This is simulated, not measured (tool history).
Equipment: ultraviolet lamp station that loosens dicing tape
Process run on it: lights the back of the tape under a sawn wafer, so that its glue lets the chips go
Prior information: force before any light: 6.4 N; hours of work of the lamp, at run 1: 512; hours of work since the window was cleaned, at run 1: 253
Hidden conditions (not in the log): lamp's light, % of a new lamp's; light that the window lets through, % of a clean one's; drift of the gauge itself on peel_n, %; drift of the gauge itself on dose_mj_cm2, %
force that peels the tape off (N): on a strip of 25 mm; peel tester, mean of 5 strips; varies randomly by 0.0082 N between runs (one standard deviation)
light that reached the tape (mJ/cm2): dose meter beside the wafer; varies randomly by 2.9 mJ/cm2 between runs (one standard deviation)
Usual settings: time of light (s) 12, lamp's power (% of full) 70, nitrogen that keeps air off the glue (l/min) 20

| run | hour | time of light (s) | lamp's power (% of full) | nitrogen that keeps air off the glue (l/min) | hours of work of the lamp | hours of work since the window was cleaned | force that peels the tape off (N) | light that reached the tape (mJ/cm2) |
|---|---|---|---|---|---|---|---|---|
| 1 | 0 | 12 | 70 | 20 | 512 | 253 | 0.742 | 293 |
| 2 | 24.7 | 12 | 70 | 20 | 531 | 272 | 0.735 | 291 |
| 3 | 42.4 | 12 | 70 | 20 | 545 | 285 | 0.782 | 284 |
| 4 | 72.2 | 12 | 70 | 20 | 568 | 308 | 0.789 | 279 |
| 5 | 102.8 | 12 | 68 | 20 | 591 | 332 | 0.892 | 266 |
| 6 | 121.3 | 12 | 68 | 20 | 605 | 346 | 0.908 | 261 |
| 7 | 141.5 | 12 | 70 | 20 | 621 | 361 | 0.903 | 264 |
| 8 | 173.9 | 12 | 85 | 20 | 646 | 386 | 0.639 | 315 |
| 9 | 190.7 | 12 | 70 | 20 | 658 | 399 | 0.968 | 253 |
|  | 209.9 | window cleaned of glue's vapour |
| 10 | 210.2 | 12 | 70 | 20 | 673 | 0 | 1.072 | 235 |
| 11 | 246.7 | 12 | 70 | 11 | 701 | 28 | 1.427 | 227 |
| 12 | 280.9 | 12 | 70 | 20 | 727 | 54 | 1.182 | 221 |
| 13 | 301.3 | 12 | 70 | 20 | 743 | 70 | 1.224 | 216 |
| 14 | 332 | 12 | 70 | 20 | 766 | 94 | 1.296 | 214 |
| 15 | 353.6 | 12 | 63 | 20 | 783 | 110 | 1.534 | 187 |
|  | 384.1 | window cleaned of glue's vapour, once more |
| 16 | 392.4 | 12 | 70 | 20 | 812 | 6 | 0.83 | 272 |
| 17 | 418.1 | 12 | 70 | 20 | 832 | 26 | 0.851 | 263 |
| 18 | 448.5 | 12 | 70 | 8 | 855 | 49 | 1.396 | 262 |
| 19 | 487.7 | 12 | 70 | 8 | 885 | 79 | 1.435 | 255 |
| 20 | 506.1 | 12 | 70 | 20 | 900 | 94 | 0.982 | 248 |
| 21 | 536.3 | 21 | 63 | 20 | 923 | 117 | 0.412 | 383 |
| 22 | 573.4 | 21 | 63 | 20 | 951 | 145 | 0.443 | 369 |
|  | 593.1 | lamp changed |
| 23 | 604.6 | 13 | 71 | 26 | 9 | 168 | 0.281 | 417 |
| 24 | 636.1 | 13 | 71 | 35 | 33 | 192 | 0.258 | 417 |
| 25 | 660.2 | 15 | 70 | 20 | 51 | 211 | 0.269 | 468 |
| 26 | 676.5 | 15 | 70 | 20 | 64 | 223 | 0.27 | 461 |
| 27 | 702.3 | 19 | 70 | 20 | 84 | 243 | 0.168 | 567 |
| 28 | 730.1 | 12 | 90 | 23 | 105 | 265 | 0.263 | 458 |
| 29 | 764.3 | 16 | 68 | 11 | 131 | 291 | 0.409 | 449 |
| 30 | 783.3 | 16 | 68 | 11 | 146 | 305 | 0.437 | 438 |
| 31 | 802.7 | 12 | 68 | 38 | 161 | 320 | 0.441 | 328 |
| 32 | 832.8 | 8 | 81 | 22 | 184 | 343 | 0.939 | 253 |
| 33 | 857.5 | 21 | 81 | 25 | 203 | 362 | 0.135 | 650 |
| 34 | 887.1 | 16 | 93 | 10 | 225 | 385 | 0.272 | 555 |
| 35 | 909.2 | 7 | 91 | 10 | 242 | 402 | 1.448 | 235 |
|  | 923.4 | window cleaned of glue's vapour |
| 36 | 943.7 | 21 | 72 | 8 | 268 | 16 | 0.209 | 657 |
| 37 | 979.1 | 12 | 72 | 8 | 296 | 43 | 0.79 | 367 |
| 38 | 1007.8 | 18 | 70 | 13 | 318 | 65 | 0.257 | 525 |
| 39 | 1040.3 | 12 | 70 | 10 | 342 | 90 | 0.791 | 334 |
| 40 | 1069.1 | 15 | 84 | 30 | 365 | 112 | 0.188 | 502 |

Predict each of these 5 candidate next runs independently; none follows another, all start after run 40:
| A | 1088 | 8 | 70 | 15 | 379 | 126 | ? | ? |
| B | 1088 | 12 | 97 | 20 | 379 | 126 | ? | ? |
| C | 1088 | 15 | 84 | 6 | 379 | 126 | ? | ? |
| D | 1088 | 13 | 82 | 20 | 379 | 126 | ? | ? |
| E | 1088 | 8 | 70 | 20 | 379 | 126 | ? | ? |

| run | force that peels the tape off (N) | light that reached the tape (mJ/cm2) |
|---|---|---|
| A | 1.329 | 220 |
| B | 0.273 | 457 |
| C | 0.497 | 494 |
| D | 0.341 | 415 |
| E | 1.196 | 215 |
With no hidden state in the tool, these same runs would have given:
| run | force that peels the tape off (N) | light that reached the tape (mJ/cm2) |
|---|---|---|
| A | 0.878 | 281 |
| B | 0.164 | 585 |
| C | 0.281 | 633 |
| D | 0.199 | 532 |
| E | 0.774 | 276 |
